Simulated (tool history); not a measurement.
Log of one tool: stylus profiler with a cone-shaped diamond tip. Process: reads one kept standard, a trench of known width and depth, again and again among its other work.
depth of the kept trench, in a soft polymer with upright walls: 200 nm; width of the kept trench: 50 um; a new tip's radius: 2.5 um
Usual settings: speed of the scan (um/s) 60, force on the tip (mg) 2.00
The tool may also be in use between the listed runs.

run	hour	speed of the scan (um/s)	force on the tip (mg)	depth of the trench (nm)	width of the trench's floor (µm)
1	0.0	60	2.00	201.31	47.78
2	17.3	60	2.00	201.33	47.81
3	28.2	60	2.00	201.35	47.85
4	45.6	60	2.00	201.27	47.84
5	65.9	60	5.21	202.59	47.94
6	75.6	60	2.00	201.26	47.79
7	86.5	60	2.00	201.42	47.85
8	98.8	60	2.00	201.21	47.85
9	109.4	60	2.00	201.23	47.88
10	126.9	60	2.00	201.26	47.84
11	138.2	60	2.00	201.22	47.85
12	147.7	60	2.00	201.29	47.80
13	161.4	60	2.00	201.35	47.85
14	172.4	60	2.00	201.31	47.87
15	186.6	60	2.00	201.23	47.84
16	206.4	60	2.00	201.33	47.77
17	218.5	109	4.05	202.10	47.77
18	237.3	175	2.62	201.53	47.51
19	258.5	37	0.93	200.94	47.83
20	269.6	37	0.93	200.78	47.88
21	280.2	60	2.08	201.62	47.86
22	291.5	38	3.35	201.77	47.88
23	308.3	60	5.77	202.62	47.84
24	324.9	164	2.57	201.62	47.56
25	344.0	213	2.00	201.26	47.34
26	359.1	94	3.28	201.96	47.78
27	377.0	94	3.28	201.70	47.81
28	390.5	94	3.28	201.95	47.81
29	407.1	147	0.79	200.94	47.27
30	423.8	147	0.79	200.56	47.27
31	439.6	147	0.79	200.68	47.26
32	461.2	60	1.33	201.07	47.74

Forecast each of these 3 alternatives for the next run:
A	480.4	40	1.11	?	?
B	480.4	86	1.12	?	?
C	480.4	143	2.94	?	?

run	depth of the trench (nm)	width of the trench's floor (µm)
A	200.80	47.91
B	200.81	47.60
C	201.71	47.60
Without the tool's hidden state the same runs would have given:
run	depth of the trench (nm)	width of the trench's floor (µm)
A	200.79	47.92
B	200.80	47.61
C	201.70	47.61
